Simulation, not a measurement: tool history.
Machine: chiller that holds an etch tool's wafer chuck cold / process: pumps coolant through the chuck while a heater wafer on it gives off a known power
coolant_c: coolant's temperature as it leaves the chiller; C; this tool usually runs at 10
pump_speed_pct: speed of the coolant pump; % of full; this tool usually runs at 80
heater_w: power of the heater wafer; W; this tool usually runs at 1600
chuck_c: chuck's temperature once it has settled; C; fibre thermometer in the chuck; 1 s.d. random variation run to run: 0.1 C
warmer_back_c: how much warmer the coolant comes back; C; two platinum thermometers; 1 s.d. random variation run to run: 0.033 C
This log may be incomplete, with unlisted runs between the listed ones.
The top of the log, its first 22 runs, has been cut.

{"run": 23, "hour": 3528.6, "coolant_c": 10, "pump_speed_pct": 62, "heater_w": 805, "chuck_c": 17.2, "warmer_back_c": 3.45}
{"run": 24, "hour": 3684.6, "coolant_c": 19, "pump_speed_pct": 64, "heater_w": 979, "chuck_c": 27.5, "warmer_back_c": 4.13}
{"run": 25, "hour": 3898.6, "coolant_c": 18, "pump_speed_pct": 64, "heater_w": 1600, "chuck_c": 32.3, "warmer_back_c": 6.73}
{"run": 26, "hour": 4117.3, "coolant_c": 5, "pump_speed_pct": 64, "heater_w": 1362, "chuck_c": 17.0, "warmer_back_c": 5.7}
{"run": 27, "hour": 4303.3, "coolant_c": 15, "pump_speed_pct": 96, "heater_w": 1282, "chuck_c": 22.6, "warmer_back_c": 3.37}
{"run": 28, "hour": 4422.6, "coolant_c": 10, "pump_speed_pct": 99, "heater_w": 1919, "chuck_c": 21.3, "warmer_back_c": 4.99}
{"run": 29, "hour": 4519.7, "coolant_c": 1, "pump_speed_pct": 91, "heater_w": 1784, "chuck_c": 12.4, "warmer_back_c": 5.13}
{"run": 30, "hour": 4636.6, "coolant_c": 1, "pump_speed_pct": 91, "heater_w": 1784, "chuck_c": 12.6, "warmer_back_c": 5.11}
{"run": 31, "hour": 4741.4, "coolant_c": 3, "pump_speed_pct": 76, "heater_w": 1600, "chuck_c": 15.3, "warmer_back_c": 5.64}
{"run": 32, "hour": 4974.5, "coolant_c": 13, "pump_speed_pct": 86, "heater_w": 1659, "chuck_c": 24.2, "warmer_back_c": 5.09}
{"run": 33, "hour": 5181.3, "coolant_c": 14, "pump_speed_pct": 80, "heater_w": 1793, "chuck_c": 27.4, "warmer_back_c": 5.99}

3 options for the next run, each taken on its own from the tool as it stands now. Forecast them:
{"run": "A", "hour": 5327.9, "coolant_c": 4, "pump_speed_pct": 80, "heater_w": 1793, "chuck_c": "?", "warmer_back_c": "?"}
{"run": "B", "hour": 5327.9, "coolant_c": 8, "pump_speed_pct": 80, "heater_w": 954, "chuck_c": "?", "warmer_back_c": "?"}
{"run": "C", "hour": 5327.9, "coolant_c": 2, "pump_speed_pct": 80, "heater_w": 1232, "chuck_c": "?", "warmer_back_c": "?"}

run=A chuck_c=17.6 warmer_back_c=5.99
run=B chuck_c=14.8 warmer_back_c=3.15
run=C chuck_c=10.9 warmer_back_c=4.09
The same runs, with their run-to-run variation unchanged, on a tool lacking any hidden condition would have given:
run=A chuck_c=15.4 warmer_back_c=5.25
run=B chuck_c=13.9 warmer_back_c=2.76
run=C chuck_c=9.6 warmer_back_c=3.58
